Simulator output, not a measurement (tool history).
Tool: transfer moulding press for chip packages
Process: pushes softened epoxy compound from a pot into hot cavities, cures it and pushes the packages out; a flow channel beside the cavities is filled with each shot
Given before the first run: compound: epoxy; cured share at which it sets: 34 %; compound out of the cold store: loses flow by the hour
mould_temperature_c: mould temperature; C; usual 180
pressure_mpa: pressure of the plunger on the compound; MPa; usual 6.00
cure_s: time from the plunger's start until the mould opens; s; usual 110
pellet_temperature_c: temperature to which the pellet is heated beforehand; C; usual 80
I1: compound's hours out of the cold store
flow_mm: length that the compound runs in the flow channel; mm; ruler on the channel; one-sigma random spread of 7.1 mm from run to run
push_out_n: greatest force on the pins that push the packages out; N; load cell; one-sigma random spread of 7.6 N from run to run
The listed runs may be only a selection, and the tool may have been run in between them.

{"run": 1, "hour": 0.0, "mould_temperature_c": 180, "pressure_mpa": 6.0, "cure_s": 110, "pellet_temperature_c": 80, "I1": 45.2, "flow_mm": 772, "push_out_n": 458}
{"hour": 18.0, "done": "cavities cleaned with cleaning compound and waxed"}
{"run": 2, "hour": 47.8, "mould_temperature_c": 180, "pressure_mpa": 7.31, "cure_s": 110, "pellet_temperature_c": 80, "I1": 41.9, "flow_mm": 857, "push_out_n": 393}
{"run": 3, "hour": 85.4, "mould_temperature_c": 180, "pressure_mpa": 6.0, "cure_s": 135, "pellet_temperature_c": 80, "I1": 40.3, "flow_mm": 784, "push_out_n": 382}
{"hour": 110.5, "done": "plunger's sealing rings changed"}
{"hour": 124.7, "done": "cavities cleaned with cleaning compound and waxed"}
{"run": 4, "hour": 135.9, "mould_temperature_c": 180, "pressure_mpa": 6.0, "cure_s": 135, "pellet_temperature_c": 80, "I1": 38.2, "flow_mm": 815, "push_out_n": 298}
{"run": 5, "hour": 179.4, "mould_temperature_c": 180, "pressure_mpa": 6.0, "cure_s": 135, "pellet_temperature_c": 80, "I1": 45.4, "flow_mm": 796, "push_out_n": 359}
{"run": 6, "hour": 213.8, "mould_temperature_c": 180, "pressure_mpa": 7.23, "cure_s": 110, "pellet_temperature_c": 80, "I1": 13.3, "flow_mm": 957, "push_out_n": 466}
{"hour": 228.0, "done": "cavities cleaned with cleaning compound and waxed"}
{"run": 7, "hour": 250.1, "mould_temperature_c": 180, "pressure_mpa": 6.0, "cure_s": 110, "pellet_temperature_c": 80, "I1": 37.0, "flow_mm": 820, "push_out_n": 387}
{"run": 8, "hour": 272.1, "mould_temperature_c": 180, "pressure_mpa": 6.0, "cure_s": 110, "pellet_temperature_c": 80, "I1": 9.9, "flow_mm": 879, "push_out_n": 444}
{"run": 9, "hour": 303.9, "mould_temperature_c": 180, "pressure_mpa": 6.0, "cure_s": 110, "pellet_temperature_c": 80, "I1": 24.6, "flow_mm": 830, "push_out_n": 461}
{"hour": 329.8, "done": "cavities cleaned with cleaning compound and waxed"}
{"run": 10, "hour": 329.8, "mould_temperature_c": 180, "pressure_mpa": 6.0, "cure_s": 110, "pellet_temperature_c": 80, "I1": 42.9, "flow_mm": 791, "push_out_n": 314}
{"run": 11, "hour": 364.4, "mould_temperature_c": 180, "pressure_mpa": 6.0, "cure_s": 110, "pellet_temperature_c": 80, "I1": 47.5, "flow_mm": 769, "push_out_n": 415}
{"run": 12, "hour": 395.7, "mould_temperature_c": 180, "pressure_mpa": 6.0, "cure_s": 110, "pellet_temperature_c": 80, "I1": 18.9, "flow_mm": 848, "push_out_n": 462}
{"hour": 433.8, "done": "cavities cleaned with cleaning compound and waxed"}
{"run": 13, "hour": 436.0, "mould_temperature_c": 180, "pressure_mpa": 6.0, "cure_s": 110, "pellet_temperature_c": 80, "I1": 30.7, "flow_mm": 810, "push_out_n": 324}
{"run": 14, "hour": 482.3, "mould_temperature_c": 180, "pressure_mpa": 7.13, "cure_s": 110, "pellet_temperature_c": 80, "I1": 28.9, "flow_mm": 886, "push_out_n": 418}
{"run": 15, "hour": 517.4, "mould_temperature_c": 180, "pressure_mpa": 6.0, "cure_s": 104, "pellet_temperature_c": 81, "I1": 33.0, "flow_mm": 787, "push_out_n": 504}
{"hour": 535.1, "done": "cavities cleaned with cleaning compound and waxed"}
{"run": 16, "hour": 543.2, "mould_temperature_c": 180, "pressure_mpa": 5.2, "cure_s": 143, "pellet_temperature_c": 80, "I1": 11.9, "flow_mm": 769, "push_out_n": 289}
{"hour": 561.0, "done": "plunger's sealing rings changed"}
{"run": 17, "hour": 590.3, "mould_temperature_c": 180, "pressure_mpa": 5.2, "cure_s": 143, "pellet_temperature_c": 80, "I1": 25.2, "flow_mm": 792, "push_out_n": 351}
{"hour": 639.1, "done": "cavities cleaned with cleaning compound and waxed"}
{"run": 18, "hour": 639.1, "mould_temperature_c": 180, "pressure_mpa": 5.2, "cure_s": 143, "pellet_temperature_c": 80, "I1": 16.7, "flow_mm": 802, "push_out_n": 248}
{"run": 19, "hour": 672.8, "mould_temperature_c": 185, "pressure_mpa": 6.1, "cure_s": 143, "pellet_temperature_c": 80, "I1": 30.7, "flow_mm": 817, "push_out_n": 344}
{"run": 20, "hour": 718.5, "mould_temperature_c": 182, "pressure_mpa": 6.0, "cure_s": 116, "pellet_temperature_c": 74, "I1": 39.4, "flow_mm": 791, "push_out_n": 396}
{"hour": 742.7, "done": "cavities cleaned with cleaning compound and waxed"}
{"run": 21, "hour": 754.5, "mould_temperature_c": 172, "pressure_mpa": 5.36, "cure_s": 135, "pellet_temperature_c": 74, "I1": 17.5, "flow_mm": 848, "push_out_n": 392}
{"run": 22, "hour": 781.3, "mould_temperature_c": 176, "pressure_mpa": 6.0, "cure_s": 110, "pellet_temperature_c": 80, "I1": 20.3, "flow_mm": 861, "push_out_n": 540}
{"run": 23, "hour": 808.8, "mould_temperature_c": 176, "pressure_mpa": 6.0, "cure_s": 110, "pellet_temperature_c": 80, "I1": 21.8, "flow_mm": 855, "push_out_n": 572}
{"hour": 845.3, "done": "cavities cleaned with cleaning compound and waxed"}
{"run": 24, "hour": 856.7, "mould_temperature_c": 176, "pressure_mpa": 6.0, "cure_s": 110, "pellet_temperature_c": 80, "I1": 26.7, "flow_mm": 847, "push_out_n": 445}

Predict each of these 5 candidate next runs independently; none follows another, all start after run 24:
{"run": "A", "hour": 882.8, "mould_temperature_c": 184, "pressure_mpa": 4.78, "cure_s": 129, "pellet_temperature_c": 80, "I1": 47.2, "flow_mm": "?", "push_out_n": "?"}
{"run": "B", "hour": 882.8, "mould_temperature_c": 180, "pressure_mpa": 6.0, "cure_s": 99, "pellet_temperature_c": 80, "I1": 39.6, "flow_mm": "?", "push_out_n": "?"}
{"run": "C", "hour": 882.8, "mould_temperature_c": 180, "pressure_mpa": 6.0, "cure_s": 135, "pellet_temperature_c": 80, "I1": 15.1, "flow_mm": "?", "push_out_n": "?"}
{"run": "D", "hour": 882.8, "mould_temperature_c": 180, "pressure_mpa": 7.34, "cure_s": 110, "pellet_temperature_c": 80, "I1": 46.1, "flow_mm": "?", "push_out_n": "?"}
{"run": "E", "hour": 882.8, "mould_temperature_c": 174, "pressure_mpa": 6.07, "cure_s": 125, "pellet_temperature_c": 80, "I1": 15.4, "flow_mm": "?", "push_out_n": "?"}

run=A flow_mm=667 push_out_n=342
run=B flow_mm=783 push_out_n=454
run=C flow_mm=842 push_out_n=350
run=D flow_mm=864 push_out_n=402
run=E flow_mm=892 push_out_n=469
With no hidden state in the tool, these same runs would have given:
run=A flow_mm=695 push_out_n=259
run=B flow_mm=816 push_out_n=353
run=C flow_mm=878 push_out_n=267
run=D flow_mm=901 push_out_n=312
run=E flow_mm=930 push_out_n=365

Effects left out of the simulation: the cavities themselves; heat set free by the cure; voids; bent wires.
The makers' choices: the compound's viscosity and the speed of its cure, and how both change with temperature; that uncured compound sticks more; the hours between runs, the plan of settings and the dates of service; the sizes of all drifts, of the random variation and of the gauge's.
